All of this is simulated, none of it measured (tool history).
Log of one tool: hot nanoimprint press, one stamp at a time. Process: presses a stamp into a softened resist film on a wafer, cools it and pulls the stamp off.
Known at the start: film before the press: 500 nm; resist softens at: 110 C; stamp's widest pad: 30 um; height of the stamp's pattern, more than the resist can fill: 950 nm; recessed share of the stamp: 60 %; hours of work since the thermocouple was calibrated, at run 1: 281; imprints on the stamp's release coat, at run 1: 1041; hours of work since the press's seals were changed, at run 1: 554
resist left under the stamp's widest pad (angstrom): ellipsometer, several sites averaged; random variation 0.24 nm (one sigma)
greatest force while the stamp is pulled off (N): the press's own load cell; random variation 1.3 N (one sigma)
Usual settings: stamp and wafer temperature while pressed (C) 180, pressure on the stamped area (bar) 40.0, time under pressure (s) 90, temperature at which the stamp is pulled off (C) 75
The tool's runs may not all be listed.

| run | hour | stamp and wafer temperature while pressed (C) | pressure on the stamped area (bar) | time under pressure (s) | temperature at which the stamp is pulled off (C) | hours of work since the thermocouple was calibrated | imprints on the stamp's release coat | hours of work since the press's seals were changed | resist left under the stamp's widest pad (angstrom) | greatest force while the stamp is pulled off (N) |
|---|---|---|---|---|---|---|---|---|---|---|
| 1 | 0.0 | 180 | 40.0 | 90 | 75 | 281 | 1041 | 554 | 2151 | 203 |
| 2 | 58.4 | 180 | 49.9 | 90 | 75 | 305 | 1116 | 578 | 1938 | 202 |
| 3 | 92.9 | 180 | 49.9 | 90 | 75 | 319 | 1160 | 592 | 1937 | 203 |
| 4 | 138.0 | 180 | 33.3 | 90 | 75 | 337 | 1218 | 610 | 2341 | 206 |
| 5 | 201.2 | 180 | 33.3 | 90 | 75 | 363 | 1299 | 635 | 2341 | 204 |
|  | 210.0 | plate thermocouple calibrated |
| 6 | 275.8 | 180 | 33.3 | 155 | 75 | 27 | 1390 | 664 | 1902 | 203 |
| 7 | 310.5 | 180 | 33.3 | 155 | 75 | 41 | 1434 | 678 | 1905 | 203 |
| 8 | 377.4 | 180 | 33.3 | 155 | 75 | 68 | 1520 | 705 | 1908 | 204 |
| 9 | 415.7 | 179 | 40.0 | 90 | 75 | 83 | 1569 | 720 | 2227 | 204 |
| 10 | 447.7 | 180 | 29.3 | 90 | 71 | 96 | 1610 | 733 | 2495 | 213 |
| 11 | 514.4 | 180 | 29.3 | 90 | 71 | 123 | 1695 | 760 | 2493 | 215 |
|  | 544.0 | stamp cleaned and given a new release coat |
| 12 | 580.9 | 182 | 59.7 | 90 | 68 | 147 | 48 | 785 | 1689 | 219 |
| 13 | 634.1 | 182 | 55.8 | 90 | 79 | 169 | 116 | 806 | 1747 | 192 |
| 14 | 686.9 | 181 | 58.9 | 85 | 79 | 190 | 183 | 827 | 1794 | 197 |
| 15 | 761.5 | 181 | 52.6 | 85 | 79 | 220 | 278 | 857 | 1904 | 192 |
|  | 797.5 | press's hydraulic seals changed and the load cell set to zero |
| 16 | 834.7 | 181 | 52.6 | 85 | 79 | 246 | 362 | 15 | 1904 | 193 |
| 17 | 895.8 | 180 | 26.1 | 140 | 75 | 271 | 440 | 40 | 2246 | 202 |
| 18 | 958.8 | 180 | 26.1 | 140 | 75 | 296 | 520 | 65 | 2250 | 202 |

Forecast each of these 3 alternatives for the next run:
| A | 992.3 | 189 | 26.1 | 140 | 75 | 310 | 563 | 79 | ? | ? |
| B | 992.3 | 180 | 40.0 | 60 | 75 | 310 | 563 | 79 | ? | ? |
| C | 992.3 | 181 | 40.0 | 90 | 67 | 310 | 563 | 79 | ? | ? |

| run | resist left under the stamp's widest pad (angstrom) | greatest force while the stamp is pulled off (N) |
|---|---|---|
| A | 1747 | 205 |
| B | 2538 | 203 |
| C | 2125 | 222 |
Without the tool's hidden state the same runs would have given:
| run | resist left under the stamp's widest pad (angstrom) | greatest force while the stamp is pulled off (N) |
|---|---|---|
| A | 1716 | 205 |
| B | 2494 | 202 |
| C | 2088 | 222 |
